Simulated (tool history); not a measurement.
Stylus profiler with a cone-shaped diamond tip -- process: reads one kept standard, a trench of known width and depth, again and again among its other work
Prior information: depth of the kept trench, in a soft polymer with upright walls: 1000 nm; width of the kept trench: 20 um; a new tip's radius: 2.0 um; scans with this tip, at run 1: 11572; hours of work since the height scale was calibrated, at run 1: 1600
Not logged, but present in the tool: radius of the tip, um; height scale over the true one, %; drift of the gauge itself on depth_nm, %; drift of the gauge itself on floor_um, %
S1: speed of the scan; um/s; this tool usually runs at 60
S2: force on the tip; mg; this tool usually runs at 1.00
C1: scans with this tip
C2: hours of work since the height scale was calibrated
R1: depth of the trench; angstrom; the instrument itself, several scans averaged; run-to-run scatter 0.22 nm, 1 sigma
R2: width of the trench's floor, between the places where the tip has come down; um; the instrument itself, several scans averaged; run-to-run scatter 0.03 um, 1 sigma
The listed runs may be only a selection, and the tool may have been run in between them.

{"run": 1, "hour": 0.0, "S1": 60, "S2": 1.0, "C1": 11572, "C2": 1600, "R1": 9967.5, "R2": 13.65}
{"run": 2, "hour": 33.2, "S1": 60, "S2": 1.79, "C1": 11689, "C2": 1616, "R1": 9990.9, "R2": 13.72}
{"run": 3, "hour": 72.2, "S1": 60, "S2": 1.79, "C1": 11826, "C2": 1635, "R1": 9988.1, "R2": 13.73}
{"run": 4, "hour": 105.3, "S1": 63, "S2": 1.0, "C1": 11942, "C2": 1651, "R1": 9966.4, "R2": 13.56}
{"run": 5, "hour": 146.0, "S1": 35, "S2": 1.0, "C1": 12086, "C2": 1671, "R1": 9969.3, "R2": 13.71}
{"run": 6, "hour": 168.3, "S1": 21, "S2": 1.0, "C1": 12164, "C2": 1682, "R1": 9965.4, "R2": 13.75}
{"run": 7, "hour": 187.3, "S1": 21, "S2": 1.0, "C1": 12231, "C2": 1691, "R1": 9966.1, "R2": 13.75}
{"run": 8, "hour": 207.0, "S1": 21, "S2": 1.0, "C1": 12301, "C2": 1700, "R1": 9963.1, "R2": 13.77}
{"run": 9, "hour": 237.1, "S1": 21, "S2": 1.0, "C1": 12406, "C2": 1715, "R1": 9962.9, "R2": 13.69}
{"run": 10, "hour": 272.5, "S1": 60, "S2": 1.0, "C1": 12531, "C2": 1732, "R1": 9963.3, "R2": 13.48}
{"run": 11, "hour": 299.9, "S1": 60, "S2": 1.0, "C1": 12628, "C2": 1746, "R1": 9958.9, "R2": 13.49}
{"run": 12, "hour": 337.8, "S1": 60, "S2": 0.36, "C1": 12761, "C2": 1764, "R1": 9942.7, "R2": 13.26}
{"run": 13, "hour": 359.4, "S1": 60, "S2": 0.35, "C1": 12837, "C2": 1775, "R1": 9940.6, "R2": 13.21}
{"run": 14, "hour": 390.0, "S1": 60, "S2": 0.35, "C1": 12945, "C2": 1789, "R1": 9943.9, "R2": 13.2}
{"run": 15, "hour": 415.2, "S1": 161, "S2": 0.35, "C1": 13034, "C2": 1802, "R1": 9936.8, "R2": 12.35}
{"run": 16, "hour": 431.8, "S1": 161, "S2": 0.35, "C1": 13092, "C2": 1810, "R1": 9933.9, "R2": 12.3}
{"run": 17, "hour": 454.7, "S1": 60, "S2": 1.0, "C1": 13173, "C2": 1821, "R1": 9964.1, "R2": 13.37}
{"run": 18, "hour": 471.7, "S1": 60, "S2": 1.4, "C1": 13233, "C2": 1829, "R1": 9971.2, "R2": 13.46}
{"run": 19, "hour": 489.5, "S1": 198, "S2": 1.4, "C1": 13295, "C2": 1838, "R1": 9963.8, "R2": 12.84}
{"run": 20, "hour": 517.0, "S1": 198, "S2": 0.56, "C1": 13392, "C2": 1851, "R1": 9943.8, "R2": 12.31}
{"run": 21, "hour": 547.2, "S1": 163, "S2": 0.86, "C1": 13498, "C2": 1866, "R1": 9949.9, "R2": 12.79}
{"hour": 565.1, "done": "new tip fitted, height scale calibrated"}
{"run": 22, "hour": 568.8, "S1": 31, "S2": 0.77, "C1": 13, "C2": 2, "R1": 10036.1, "R2": 16.3}
{"run": 23, "hour": 595.8, "S1": 126, "S2": 2.03, "C1": 108, "C2": 15, "R1": 10066.9, "R2": 15.97}
{"run": 24, "hour": 624.2, "S1": 126, "S2": 2.03, "C1": 208, "C2": 29, "R1": 10070.7, "R2": 15.97}
{"run": 25, "hour": 649.7, "S1": 21, "S2": 1.01, "C1": 298, "C2": 41, "R1": 10038.5, "R2": 16.23}
{"run": 26, "hour": 679.1, "S1": 18, "S2": 1.66, "C1": 402, "C2": 56, "R1": 10055.9, "R2": 16.26}
{"run": 27, "hour": 718.3, "S1": 23, "S2": 1.11, "C1": 540, "C2": 75, "R1": 10038.7, "R2": 16.21}
{"hour": 722.5, "done": "height scale calibrated on a step standard"}
{"run": 28, "hour": 755.8, "S1": 145, "S2": 1.08, "C1": 670, "C2": 16, "R1": 10037.9, "R2": 15.57}
{"run": 29, "hour": 782.1, "S1": 145, "S2": 1.08, "C1": 762, "C2": 29, "R1": 10041.8, "R2": 15.53}
{"run": 30, "hour": 806.6, "S1": 145, "S2": 0.59, "C1": 849, "C2": 41, "R1": 10027.9, "R2": 15.29}

The next listed run, before its measurement:
{"run": 31, "hour": 847.3, "S1": 145, "S2": 0.59, "C1": 992, "C2": 61, "R1": "?", "R2": "?"}

{"run 31": {"R1": 10023.5, "R2": 15.26}}
Minus the tool's unlogged condition, the same run would have read R1 10030.8 angstrom, R2 15.62 um.
